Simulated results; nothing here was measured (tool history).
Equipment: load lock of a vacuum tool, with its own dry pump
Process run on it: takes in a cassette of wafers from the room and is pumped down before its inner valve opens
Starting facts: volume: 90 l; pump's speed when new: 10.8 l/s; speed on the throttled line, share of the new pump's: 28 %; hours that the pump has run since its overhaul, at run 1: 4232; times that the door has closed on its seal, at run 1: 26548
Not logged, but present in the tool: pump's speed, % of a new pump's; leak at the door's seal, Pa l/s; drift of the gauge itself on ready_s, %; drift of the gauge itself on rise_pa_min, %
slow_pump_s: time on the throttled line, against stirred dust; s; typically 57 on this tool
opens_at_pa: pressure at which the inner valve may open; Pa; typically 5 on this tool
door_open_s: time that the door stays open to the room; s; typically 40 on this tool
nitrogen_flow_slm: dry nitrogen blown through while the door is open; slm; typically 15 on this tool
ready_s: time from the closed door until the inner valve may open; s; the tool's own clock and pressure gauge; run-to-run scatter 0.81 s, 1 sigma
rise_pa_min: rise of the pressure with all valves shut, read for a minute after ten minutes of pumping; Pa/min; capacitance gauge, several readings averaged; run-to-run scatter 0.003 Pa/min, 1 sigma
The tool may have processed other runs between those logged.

run,hour,slow_pump_s,opens_at_pa,door_open_s,nitrogen_flow_slm,hours that the pump has run since its overhaul,times that the door has closed on its seal,"incoming humidity of the room's air, %",ready_s,rise_pa_min
1,0,57,5,40,15,4232,26548,40.3,128.1,0.12
2,278.4,57,5,40,15,4511,27521,45.6,127.5,0.126
3,646.9,57,5,40,15,4879,28808,45.4,127.9,0.135
4,1134.8,57,5,40,15,5367,30513,41.2,129.7,0.141
5,1619,57,5,40,15,5851,32204,47.6,130,0.156
6,2050.2,57,5,40,15,6283,33711,44.3,130,0.16

Run 7 has not been measured yet. What should we expect?
7,2480.3,57,5,40,15,6713,35214,45.8,?,?

{"run 7": {"ready_s": 130.8, "rise_pa_min": 0.175}}
Minus the tool's unlogged condition, the same run would have read ready_s 125.6 s, rise_pa_min 0.037 Pa/min.
